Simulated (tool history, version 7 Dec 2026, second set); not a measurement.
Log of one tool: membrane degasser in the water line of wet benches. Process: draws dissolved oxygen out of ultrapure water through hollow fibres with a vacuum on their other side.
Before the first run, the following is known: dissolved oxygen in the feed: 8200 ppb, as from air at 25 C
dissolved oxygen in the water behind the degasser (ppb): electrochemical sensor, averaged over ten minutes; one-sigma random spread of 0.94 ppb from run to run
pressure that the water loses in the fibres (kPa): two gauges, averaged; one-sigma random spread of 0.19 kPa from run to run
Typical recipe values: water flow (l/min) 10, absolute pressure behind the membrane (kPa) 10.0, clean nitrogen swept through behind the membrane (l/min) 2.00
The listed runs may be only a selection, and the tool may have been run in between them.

| run | hour | water flow (l/min) | absolute pressure behind the membrane (kPa) | clean nitrogen swept through behind the membrane (l/min) | dissolved oxygen in the water behind the degasser (ppb) | pressure that the water loses in the fibres (kPa) |
|---|---|---|---|---|---|---|
| 1 | 0.0 | 10 | 10.0 | 2.00 | 97.4 | 40.03 |
| 2 | 91.2 | 10 | 10.0 | 2.00 | 98.3 | 40.74 |
|  | 191.3 | seals of the vacuum lines changed |
| 3 | 199.0 | 10 | 8.2 | 2.00 | 73.1 | 40.42 |
| 4 | 309.0 | 10 | 8.2 | 2.00 | 73.7 | 40.38 |
| 5 | 427.1 | 10 | 10.0 | 2.00 | 95.6 | 40.85 |
| 6 | 577.1 | 6 | 10.0 | 2.00 | 54.6 | 24.49 |
| 7 | 719.7 | 10 | 10.0 | 1.57 | 119.5 | 40.67 |
| 8 | 822.7 | 10 | 11.5 | 2.11 | 106.3 | 40.76 |
|  | 835.3 | vacuum gauge calibrated |
| 9 | 900.2 | 10 | 11.5 | 2.11 | 110.9 | 40.94 |
| 10 | 1006.8 | 6 | 10.0 | 2.00 | 54.2 | 24.53 |
|  | 1146.2 | vacuum gauge calibrated, once more |
| 11 | 1149.5 | 16 | 8.5 | 2.00 | 150.5 | 65.50 |
| 12 | 1231.9 | 11 | 10.0 | 5.25 | 50.9 | 44.92 |
| 13 | 1295.1 | 14 | 16.7 | 1.34 | 358.7 | 56.75 |
| 14 | 1358.2 | 8 | 24.3 | 2.00 | 208.6 | 32.43 |

How would selected steps in dissolved oxygen in the water behind the degasser (ppb) from run to run divide? Give the signed amount a tool lacking its hidden state would still show from settings, what came in and random variation, and the signed amount left for the hidden state, including any gauge scatter that is not in both of the compared results.
Hidden state present: membrane still open, %; true pressure behind the membrane over the reading, kPa; air that leaks in behind the membrane, l/min; drift of the gauge itself on oxygen_ppb, %; drift of the gauge itself on loss_of_pressure_kpa, %.
Run 11 -> 12: water flow (l/min) 16 -> 11, absolute pressure behind the membrane (kPa) 8.5 -> 10.0, clean nitrogen swept through behind the membrane (l/min) 2.00 -> 5.25. dissolved oxygen in the water behind the degasser (ppb) -99.6: hidden state -7.1, all else -92.5.
Run 12 -> 13: water flow (l/min) 11 -> 14, absolute pressure behind the membrane (kPa) 10.0 -> 16.7, clean nitrogen swept through behind the membrane (l/min) 5.25 -> 1.34. dissolved oxygen in the water behind the degasser (ppb) +307.8: hidden state +5.7, all else +302.1.

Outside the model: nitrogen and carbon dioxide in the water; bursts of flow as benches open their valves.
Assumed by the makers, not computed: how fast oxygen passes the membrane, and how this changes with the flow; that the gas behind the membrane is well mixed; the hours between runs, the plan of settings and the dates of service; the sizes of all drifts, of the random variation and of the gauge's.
